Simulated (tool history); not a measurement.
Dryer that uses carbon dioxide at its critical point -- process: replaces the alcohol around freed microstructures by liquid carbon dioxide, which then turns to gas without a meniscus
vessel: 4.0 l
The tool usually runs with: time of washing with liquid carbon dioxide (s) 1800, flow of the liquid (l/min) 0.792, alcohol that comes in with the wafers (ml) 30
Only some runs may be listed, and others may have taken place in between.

| run | hour | time of washing with liquid carbon dioxide (s) | flow of the liquid (l/min) | alcohol that comes in with the wafers (ml) | alcohol left in the vessel before it's heated (ppm by volume) |
|---|---|---|---|---|---|
| 1 | 0.0 | 1800 | 0.792 | 30 | 87 |
| 2 | 43.1 | 1800 | 0.792 | 30 | 85 |
| 3 | 72.4 | 1800 | 0.792 | 30 | 96 |
| 4 | 109.8 | 1800 | 0.792 | 30 | 100 |
| 5 | 154.8 | 1800 | 0.792 | 30 | 99 |
| 6 | 184.2 | 1200 | 0.792 | 30 | 310 |
| 7 | 209.8 | 1200 | 0.688 | 30 | 454 |
| 8 | 263.9 | 1200 | 0.688 | 30 | 474 |
|  | 292.1 | inlet filter changed |
| 9 | 307.8 | 1200 | 0.688 | 30 | 403 |
| 10 | 345.2 | 1200 | 0.688 | 30 | 420 |
| 11 | 378.0 | 1800 | 0.792 | 30 | 97 |
| 12 | 428.1 | 1800 | 0.792 | 30 | 90 |
| 13 | 462.4 | 1800 | 0.792 | 30 | 93 |
| 14 | 491.4 | 1800 | 0.792 | 30 | 102 |
| 15 | 530.3 | 1800 | 0.792 | 30 | 102 |
| 16 | 577.2 | 2340 | 0.899 | 47 | 55 |
| 17 | 627.3 | 2400 | 0.513 | 114 | 378 |
| 18 | 661.3 | 1380 | 0.952 | 31 | 135 |
| 19 | 693.8 | 1380 | 0.810 | 42 | 251 |
| 20 | 738.3 | 1380 | 0.810 | 42 | 256 |

Predict the results of run 21:
| 21 | 766.2 | 1380 | 0.810 | 42 | ? |

For run 21 the tool returned alcohol left in the vessel before it's heated (ppm by volume) 250.
With the hidden condition absent and the run-to-run variation left alone, this run would have shown alcohol left in the vessel before it's heated (ppm by volume) 167.

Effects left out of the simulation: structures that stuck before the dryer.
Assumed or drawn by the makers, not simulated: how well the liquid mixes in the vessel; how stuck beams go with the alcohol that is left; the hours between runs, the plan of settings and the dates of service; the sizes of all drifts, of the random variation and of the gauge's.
